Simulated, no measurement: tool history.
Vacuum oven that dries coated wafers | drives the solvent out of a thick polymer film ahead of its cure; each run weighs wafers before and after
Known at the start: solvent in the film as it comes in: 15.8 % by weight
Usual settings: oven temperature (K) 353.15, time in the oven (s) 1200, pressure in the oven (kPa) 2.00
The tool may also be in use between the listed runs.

{"run": 1, "day": 0.0, "oven temperature (K)": 353.15, "time in the oven (s)": 1200, "pressure in the oven (kPa)": 2.0, "solvent left in the film (%)": 1.44}
{"run": 2, "day": 1.012, "oven temperature (K)": 353.15, "time in the oven (s)": 1500, "pressure in the oven (kPa)": 2.0, "solvent left in the film (%)": 1.25}
{"run": 3, "day": 2.583, "oven temperature (K)": 353.15, "time in the oven (s)": 1200, "pressure in the oven (kPa)": 2.0, "solvent left in the film (%)": 1.46}
{"run": 4, "day": 4.442, "oven temperature (K)": 353.15, "time in the oven (s)": 1200, "pressure in the oven (kPa)": 2.0, "solvent left in the film (%)": 1.51}
{"run": 5, "day": 5.333, "oven temperature (K)": 353.15, "time in the oven (s)": 1200, "pressure in the oven (kPa)": 2.0, "solvent left in the film (%)": 1.49}
{"run": 6, "day": 7.221, "oven temperature (K)": 353.15, "time in the oven (s)": 1200, "pressure in the oven (kPa)": 2.0, "solvent left in the film (%)": 1.52}
{"run": 7, "day": 9.042, "oven temperature (K)": 353.15, "time in the oven (s)": 1200, "pressure in the oven (kPa)": 2.0, "solvent left in the film (%)": 1.54}
{"run": 8, "day": 10.617, "oven temperature (K)": 353.15, "time in the oven (s)": 1200, "pressure in the oven (kPa)": 2.0, "solvent left in the film (%)": 1.49}
{"run": 9, "day": 11.792, "oven temperature (K)": 353.15, "time in the oven (s)": 1200, "pressure in the oven (kPa)": 2.0, "solvent left in the film (%)": 1.47}
{"run": 10, "day": 13.188, "oven temperature (K)": 353.15, "time in the oven (s)": 1320, "pressure in the oven (kPa)": 2.0, "solvent left in the film (%)": 1.43}
{"run": 11, "day": 15.071, "oven temperature (K)": 353.15, "time in the oven (s)": 1320, "pressure in the oven (kPa)": 2.0, "solvent left in the film (%)": 1.4}
{"run": 12, "day": 16.483, "oven temperature (K)": 350.15, "time in the oven (s)": 1320, "pressure in the oven (kPa)": 2.0, "solvent left in the film (%)": 1.71}
{"run": 13, "day": 17.288, "oven temperature (K)": 353.15, "time in the oven (s)": 1200, "pressure in the oven (kPa)": 2.0, "solvent left in the film (%)": 1.51}
{"run": 14, "day": 18.208, "oven temperature (K)": 355.15, "time in the oven (s)": 2100, "pressure in the oven (kPa)": 3.33, "solvent left in the film (%)": 1.62}
{"run": 15, "day": 19.017, "oven temperature (K)": 355.15, "time in the oven (s)": 960, "pressure in the oven (kPa)": 6.15, "solvent left in the film (%)": 3.41}
{"run": 16, "day": 19.842, "oven temperature (K)": 355.15, "time in the oven (s)": 1740, "pressure in the oven (kPa)": 2.25, "solvent left in the film (%)": 1.28}
{"run": 17, "day": 21.1, "oven temperature (K)": 355.15, "time in the oven (s)": 1740, "pressure in the oven (kPa)": 2.25, "solvent left in the film (%)": 1.21}
{"run": 18, "day": 22.938, "oven temperature (K)": 355.15, "time in the oven (s)": 1740, "pressure in the oven (kPa)": 2.25, "solvent left in the film (%)": 1.2}
{"run": 19, "day": 24.254, "oven temperature (K)": 358.15, "time in the oven (s)": 960, "pressure in the oven (kPa)": 1.08, "solvent left in the film (%)": 1.04}
{"run": 20, "day": 25.7, "oven temperature (K)": 356.15, "time in the oven (s)": 720, "pressure in the oven (kPa)": 2.0, "solvent left in the film (%)": 2.2}
{"run": 21, "day": 26.8, "oven temperature (K)": 356.15, "time in the oven (s)": 720, "pressure in the oven (kPa)": 2.0, "solvent left in the film (%)": 2.24}
{"run": 22, "day": 27.967, "oven temperature (K)": 356.15, "time in the oven (s)": 720, "pressure in the oven (kPa)": 2.0, "solvent left in the film (%)": 2.29}
{"run": 23, "day": 29.529, "oven temperature (K)": 358.15, "time in the oven (s)": 1260, "pressure in the oven (kPa)": 2.73, "solvent left in the film (%)": 1.29}
{"run": 24, "day": 31.038, "oven temperature (K)": 342.15, "time in the oven (s)": 600, "pressure in the oven (kPa)": 2.0, "solvent left in the film (%)": 5.8}
{"run": 25, "day": 31.892, "oven temperature (K)": 342.15, "time in the oven (s)": 600, "pressure in the oven (kPa)": 2.0, "solvent left in the film (%)": 5.81}
{"run": 26, "day": 33.283, "oven temperature (K)": 348.15, "time in the oven (s)": 1200, "pressure in the oven (kPa)": 2.0, "solvent left in the film (%)": 2.17}

4 ways to go on from here, each from the tool as it stands after run 26. What would each give?
{"run": "A", "day": 34.046, "oven temperature (K)": 347.15, "time in the oven (s)": 1980, "pressure in the oven (kPa)": 2.0, "solvent left in the film (%)": "?"}
{"run": "B", "day": 34.046, "oven temperature (K)": 339.15, "time in the oven (s)": 660, "pressure in the oven (kPa)": 2.08, "solvent left in the film (%)": "?"}
{"run": "C", "day": 34.046, "oven temperature (K)": 347.15, "time in the oven (s)": 2100, "pressure in the oven (kPa)": 2.16, "solvent left in the film (%)": "?"}
{"run": "D", "day": 34.046, "oven temperature (K)": 366.15, "time in the oven (s)": 780, "pressure in the oven (kPa)": 3.02, "solvent left in the film (%)": "?"}

run=A solvent_left_in_the_film_(%)=1.57
run=B solvent_left_in_the_film_(%)=6.19
run=C solvent_left_in_the_film_(%)=1.57
run=D solvent_left_in_the_film_(%)=1.29
Without the tool's hidden state the same runs would have given:
run=A solvent_left_in_the_film_(%)=1.43
run=B solvent_left_in_the_film_(%)=6.12
run=C solvent_left_in_the_film_(%)=1.43
run=D solvent_left_in_the_film_(%)=1.24

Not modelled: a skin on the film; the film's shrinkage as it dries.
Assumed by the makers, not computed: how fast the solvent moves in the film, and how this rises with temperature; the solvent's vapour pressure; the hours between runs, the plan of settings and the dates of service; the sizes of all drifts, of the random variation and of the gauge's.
